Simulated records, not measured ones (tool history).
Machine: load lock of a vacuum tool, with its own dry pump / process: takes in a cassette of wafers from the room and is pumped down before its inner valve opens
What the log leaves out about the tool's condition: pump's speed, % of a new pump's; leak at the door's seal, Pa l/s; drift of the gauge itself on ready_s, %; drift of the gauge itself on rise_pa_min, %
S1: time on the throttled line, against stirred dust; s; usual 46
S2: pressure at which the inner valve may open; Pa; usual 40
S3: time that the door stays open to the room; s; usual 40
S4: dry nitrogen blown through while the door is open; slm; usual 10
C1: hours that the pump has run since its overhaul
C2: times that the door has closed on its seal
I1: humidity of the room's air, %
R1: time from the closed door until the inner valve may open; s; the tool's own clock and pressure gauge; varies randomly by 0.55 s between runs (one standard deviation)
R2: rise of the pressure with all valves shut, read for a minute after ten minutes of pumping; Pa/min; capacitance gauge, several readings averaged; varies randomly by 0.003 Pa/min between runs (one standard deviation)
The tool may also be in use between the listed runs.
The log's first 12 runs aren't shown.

run    hour  S1  S2   S3  S4     C1     C2    I1     R1     R2
 13  1377.2  46  40   40  10  14751  10124  45.0   96.7  0.096
 14  1474.0  46  40   40  10  14847  10253  47.0   96.5  0.096
 15  1556.1  46  40   40  10  14929  10362  47.2   97.9  0.102
 16  1633.5  46  40   40  10  15007  10465  47.3   97.7  0.099
 17  1726.4  46  40   40  10  15100  10589  45.9   95.7  0.101
 18  1888.3  46  40   40  10  15262  10804  43.9   96.6  0.096
 19  2029.3  46  40   40  10  15403  10992  43.7   96.9  0.105
 20  2118.9  28  40  160   7  15492  11111  44.6   83.4  0.130
 21  2214.2  65  43  106  26  15588  11238  44.1  112.5  0.105
 22  2322.2  46  51  100  10  15696  11381  43.7   95.5  0.118
 23  2472.7  46  51  100  10  15846  11582  44.8   95.9  0.119
 24  2599.9  46  40   46  22  15973  11751  43.9   97.1  0.105
 25  2776.3  46  40   46  22  16150  11986  43.4   98.7  0.109
 26  2908.7  46  40   46  22  16282  12162  44.6   97.7  0.112
 27  3011.8  46  40   46  22  16385  12299  46.7   97.6  0.110
 28  3120.1  46  40   46  10  16493  12443  41.0   99.3  0.120
 29  3292.6  46  40   46  10  16666  12672  45.7   98.9  0.124
 30  3441.8  54  40   61  32  16815  12871  43.2  104.1  0.108
 31  3543.5  46  40   36  26  16917  13006  41.5   99.2  0.125
 32  3621.0  46  69   40   5  16994  13109  45.4   93.5  0.141
 33  3716.9  46  69   40   5  17090  13237  45.5   94.0  0.140
 34  3796.3  56  79   46   9  17170  13343  44.8  100.1  0.138
 35  3959.4  46  48   56  10  17333  13560  43.9   97.5  0.141
 36  4074.8  50  48   56   7  17448  13713  42.4   99.5  0.137

4 ways to go on from here, each from the tool as it stands after run 36. What would each give?
  A  4158.2  60  48  56   7  17532  13824  42.3   ?   ?
  B  4158.2  60  40  40  10  17532  13824  48.4   ?   ?
  C  4158.2  51  46  40  10  17532  13824  46.9   ?   ?
  D  4158.2  46  40  40  14  17532  13824  45.4   ?   ?

run     R1     R2
  A  107.9  0.147
  B  109.5  0.143
  C  100.8  0.147
  D   98.3  0.136
Take away the tool's hidden state, keep each run's random variation, and the runs would have read:
run     R1     R2
  A  100.4  0.027
  B  101.8  0.021
  C   92.9  0.025
  D   90.0  0.015
